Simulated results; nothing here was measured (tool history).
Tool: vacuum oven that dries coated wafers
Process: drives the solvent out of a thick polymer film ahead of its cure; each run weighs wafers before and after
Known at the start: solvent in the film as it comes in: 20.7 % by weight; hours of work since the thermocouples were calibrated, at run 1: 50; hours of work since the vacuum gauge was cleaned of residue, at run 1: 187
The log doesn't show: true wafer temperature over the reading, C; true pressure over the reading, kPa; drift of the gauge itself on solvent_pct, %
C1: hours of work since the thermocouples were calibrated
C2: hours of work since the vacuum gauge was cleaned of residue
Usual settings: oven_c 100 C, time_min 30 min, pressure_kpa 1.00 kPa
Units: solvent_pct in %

Run 1, hour 0.0: usual settings; C1 50; C2 187. Result: solvent_pct 3.61 %.
Run 2, hour 15.4: usual settings but oven_c 106 C; C1 61; C2 198. Result: solvent_pct 2.11 %.
Run 3, hour 31.6: usual settings but oven_c 106 C; C1 73; C2 210. Result: solvent_pct 2.11 %.
Run 4, hour 47.4: usual settings but time_min 19 min; C1 84; C2 221. Result: solvent_pct 6.08 %.
Run 5, hour 64.8: usual settings but time_min 19 min; C1 97; C2 234. Result: solvent_pct 6.22 %.
Run 6, hour 72.7: usual settings; C1 103; C2 239. Result: solvent_pct 3.62 %.
Run 7, hour 82.0: usual settings; C1 109; C2 246. Result: solvent_pct 3.66 %.
Run 8, hour 89.7: usual settings but oven_c 108 C; C1 115; C2 252. Result: solvent_pct 1.69 %.
Run 9, hour 105.6: usual settings but oven_c 108 C; C1 127; C2 263. Result: solvent_pct 1.74 %.
Run 10, hour 114.7: usual settings; C1 133; C2 270. Result: solvent_pct 3.61 %.
Run 11, hour 122.5: usual settings; C1 139; C2 276. Result: solvent_pct 3.59 %.
Run 12, hour 132.6: usual settings; C1 146; C2 283. Result: solvent_pct 3.52 %.
Run 13, hour 139.9: usual settings but time_min 51 min; C1 151; C2 288. Result: solvent_pct 1.65 %.
Run 14, hour 156.1: usual settings but time_min 51 min; C1 163; C2 300. Result: solvent_pct 1.60 %.
At hour 159.0: vacuum gauge cleaned of residue and calibrated.
Run 15, hour 173.6: usual settings; C1 175; C2 11. Result: solvent_pct 3.77 %.
Run 16, hour 191.1: usual settings; C1 188; C2 23. Result: solvent_pct 3.74 %.
Run 17, hour 199.5: usual settings; C1 194; C2 29. Result: solvent_pct 3.67 %.
At hour 213.5: vacuum gauge cleaned of residue and calibrated, once more.
Run 18, hour 218.3: usual settings; C1 206; C2 3. Result: solvent_pct 3.64 %.
Run 19, hour 225.8: usual settings; C1 212; C2 9. Result: solvent_pct 3.64 %.
Run 20, hour 235.1: usual settings but time_min 41 min; C1 218; C2 16. Result: solvent_pct 2.21 %.
Run 21, hour 242.8: usual settings; C1 224; C2 21. Result: solvent_pct 3.77 %.
Run 22, hour 259.6: usual settings; C1 236; C2 33. Result: solvent_pct 3.68 %.
Run 23, hour 271.0: usual settings; C1 244; C2 42. Result: solvent_pct 3.70 %.
Run 24, hour 285.1: usual settings but oven_c 104 C; C1 255; C2 52. Result: solvent_pct 2.60 %.
Run 25, hour 294.6: usual settings but time_min 31 min; C1 262; C2 59. Result: solvent_pct 3.55 %.
Run 26, hour 307.6: usual settings but time_min 31 min; C1 271; C2 68. Result: solvent_pct 3.55 %.
Run 27, hour 321.7: usual settings but oven_c 94 C, time_min 40 min, pressure_kpa 3.16 kPa; C1 281; C2 79. Result: solvent_pct 5.44 %.
Run 28, hour 331.6: usual settings but oven_c 92 C, time_min 21 min, pressure_kpa 2.34 kPa; C1 288; C2 86. Result: solvent_pct 8.92 %.
Run 29, hour 339.2: usual settings but oven_c 110 C; C1 294; C2 91. Result: solvent_pct 1.35 %.
Run 30, hour 354.3: usual settings but oven_c 110 C, time_min 37 min, pressure_kpa 1.71 kPa; C1 305; C2 102. Result: solvent_pct 1.16 %.
Run 31, hour 369.8: usual settings but oven_c 110 C, time_min 37 min, pressure_kpa 1.71 kPa; C1 316; C2 113. Result: solvent_pct 1.27 %.
Run 32, hour 380.3: usual settings but oven_c 110 C, time_min 44 min, pressure_kpa 3.34 kPa; C1 324; C2 121. Result: solvent_pct 1.63 %.
Run 33, hour 397.2: usual settings but oven_c 110 C, time_min 44 min, pressure_kpa 3.34 kPa; C1 336; C2 133. Result: solvent_pct 1.64 %.
Run 34, hour 409.2: usual settings but oven_c 110 C, time_min 44 min, pressure_kpa 3.34 kPa; C1 345; C2 142. Result: solvent_pct 1.74 %.
Run 35, hour 417.8: usual settings but oven_c 110 C, pressure_kpa 3.34 kPa; C1 351; C2 148. Result: solvent_pct 2.40 %.
Run 36, hour 434.1: usual settings but oven_c 105 C, time_min 17 min, pressure_kpa 0.73 kPa; C1 363; C2 160. Result: solvent_pct 5.26 %.
Run 37, hour 449.9: usual settings but time_min 42 min, pressure_kpa 2.83 kPa; C1 374; C2 172. Result: solvent_pct 3.16 %.
Run 38, hour 467.2: usual settings but oven_c 91 C, time_min 38 min, pressure_kpa 0.86 kPa; C1 387; C2 184. Result: solvent_pct 5.24 %.
Run 39, hour 475.8: usual settings but oven_c 92 C, time_min 48 min, pressure_kpa 0.78 kPa; C1 393; C2 190. Result: solvent_pct 3.61 %.
Run 40, hour 493.0: usual settings but oven_c 114 C, time_min 26 min; C1 406; C2 203. Result: solvent_pct 1.26 %.
Run 41, hour 504.7: usual settings but oven_c 93 C; C1 414; C2 211. Result: solvent_pct 6.07 %.
Run 42, hour 515.9: usual settings but oven_c 93 C, pressure_kpa 0.73 kPa; C1 422; C2 219. Result: solvent_pct 5.91 %.
Run 43, hour 532.1: usual settings but oven_c 93 C, pressure_kpa 0.73 kPa; C1 434; C2 231. Result: solvent_pct 5.89 %.
Run 44, hour 540.2: usual settings but oven_c 87 C, time_min 33 min, pressure_kpa 2.05 kPa; C1 440; C2 237. Result: solvent_pct 8.39 %.
Run 45, hour 552.3: usual settings but oven_c 106 C, pressure_kpa 1.13 kPa; C1 449; C2 246. Result: solvent_pct 2.34 %.
Run 46, hour 569.7: usual settings but oven_c 106 C, pressure_kpa 1.13 kPa; C1 461; C2 258. Result: solvent_pct 2.26 %.
Run 47, hour 585.8: usual settings but oven_c 106 C, pressure_kpa 1.13 kPa; C1 473; C2 270. Result: solvent_pct 2.29 %.

Measured less the same run without the tool's hidden state. The same run-to-run variation is in both; the gauge's scatter may not be:
run  solvent_pct
  1        +0.07
  2        +0.06
  3        +0.06
  4        +0.09
  5        +0.10
  6        +0.10
  7        +0.11
  8        +0.08
  9        +0.08
 10        +0.12
 11        +0.12
 12        +0.13
 13        +0.10
 14        +0.10
 15        +0.17
 16        +0.17
 17        +0.18
 18        +0.13
 19        +0.13
 20        +0.10
 21        +0.13
 22        +0.15
 23        +0.15
 24        +0.13
 25        +0.15
 26        +0.16
 27        +0.20
 28        +0.20
 29        +0.09
 30        +0.08
 31        +0.08
 32        +0.07
 33        +0.08
 34        +0.09
 35        +0.13
 36        +0.23
 37        +0.19
 38        +0.27
 39        +0.25
 40        +0.12
 41        +0.30
 42        +0.30
 43        +0.31
 44        +0.34
 45        +0.21
 46        +0.21
 47        +0.22

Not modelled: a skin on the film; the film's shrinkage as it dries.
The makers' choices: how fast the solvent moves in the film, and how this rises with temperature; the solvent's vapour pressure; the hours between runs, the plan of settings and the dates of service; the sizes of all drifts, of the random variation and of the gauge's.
